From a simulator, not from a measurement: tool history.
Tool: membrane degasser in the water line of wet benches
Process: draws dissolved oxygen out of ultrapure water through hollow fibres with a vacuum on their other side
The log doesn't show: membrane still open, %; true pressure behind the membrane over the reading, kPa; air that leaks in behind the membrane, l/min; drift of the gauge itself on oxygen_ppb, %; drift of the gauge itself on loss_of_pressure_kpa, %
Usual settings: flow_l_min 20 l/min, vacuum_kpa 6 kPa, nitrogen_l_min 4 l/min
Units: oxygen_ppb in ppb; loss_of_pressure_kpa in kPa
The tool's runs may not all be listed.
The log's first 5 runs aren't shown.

run    hour  flow_l_min  vacuum_kpa  nitrogen_l_min  hours since the membrane was changed  hours since the vacuum gauge was calibrated  hours since the vacuum lines were made tight  oxygen_ppb  loss_of_pressure_kpa
  6   781.4          20           6               4                                  4074                                         3792                                          2662        81.6                 50.88
  7   880.4          20           6               4                                  4173                                         3891                                          2761        81.5                 50.94
  8   965.8          20       10.02               4                                  4259                                         3977                                          2847       130.9                 51.43
  9  1124.4          20       10.02               4                                  4417                                         4135                                          3005       132.3                 51.45
     1258.9  -- seals of the vacuum lines changed
 10  1303.6          20        3.72               4                                  4595                                         4313                                            45        55.7                 51.56
 11    1435          20        3.72               4                                  4726                                         4444                                           176        56.4                 51.19
 12  1637.2          20        3.72               4                                  4928                                         4646                                           378        57.2                 51.75
 13  1737.9          20        3.72               4                                  5029                                         4747                                           479        58.9                 51.18
 14  1916.3          20           6               4                                  5207                                         4925                                           657        84.8                  52.1
 15  2097.2          20           6               4                                  5388                                         5106                                           838        86.8                 52.51
 16  2214.6          20           6               4                                  5506                                         5224                                           956        86.9                 52.72
 17    2403          20        7.77            5.08                                  5694                                         5412                                          1144        97.8                 52.52
 18  2525.1          20           6            2.95                                  5816                                         5534                                          1266       100.7                 52.64
 19  2687.2          29       14.19            1.83                                  5978                                         5696                                          1428       515.8                 76.68
 20    2800          15        5.22            1.83                                  6091                                         5809                                          1541        66.9                 39.76
 21  2983.5          15        5.22            1.83                                  6275                                         5993                                          1725          67                 40.03
 22    3103          29           6               4                                  6394                                         6112                                          1844       189.7                    77
 23  3211.1          29           6               4                                  6502                                         6220                                          1952       190.6                 76.83
 24  3324.4          20       13.25            7.88                                  6615                                         6333                                          2066       122.3                 53.48
 25  3488.8          20        5.01            1.89                                  6780                                         6498                                          2230       106.3                 53.69
 26    3614          20        7.53               4                                  6905                                         6623                                          2355       112.1                 53.96
 27  3722.7          20           6            2.48                                  7014                                         6732                                          2464       114.6                 53.71
 28  3876.6          18        4.44               4                                  7168                                         6886                                          2618        60.9                 48.88
 29  4017.7          18        4.44               4                                  7309                                         7027                                          2759        62.6                 48.58
 30  4172.7          18        4.44               4                                  7464                                         7182                                          2914        62.4                 48.96

3 ways to go on from here, each from the tool as it stands after run 30. What would each give?
  A  4289.7          20        3.61            6.22                                  7581                                         7299                                          3031           ?                     ?
  B  4289.7          18       12.81            5.92                                  7581                                         7299                                          3031           ?                     ?
  C  4289.7          28        4.44               4                                  7581                                         7299                                          3031           ?                     ?

run  oxygen_ppb  loss_of_pressure_kpa
  A        68.3                 54.03
  B       121.7                 48.61
  C       164.4                 76.41
Without the tool's hidden state the same runs would have given:
run  oxygen_ppb  loss_of_pressure_kpa
  A        36.1                 47.58
  B        95.2                  42.8
  C       101.8                 67.35

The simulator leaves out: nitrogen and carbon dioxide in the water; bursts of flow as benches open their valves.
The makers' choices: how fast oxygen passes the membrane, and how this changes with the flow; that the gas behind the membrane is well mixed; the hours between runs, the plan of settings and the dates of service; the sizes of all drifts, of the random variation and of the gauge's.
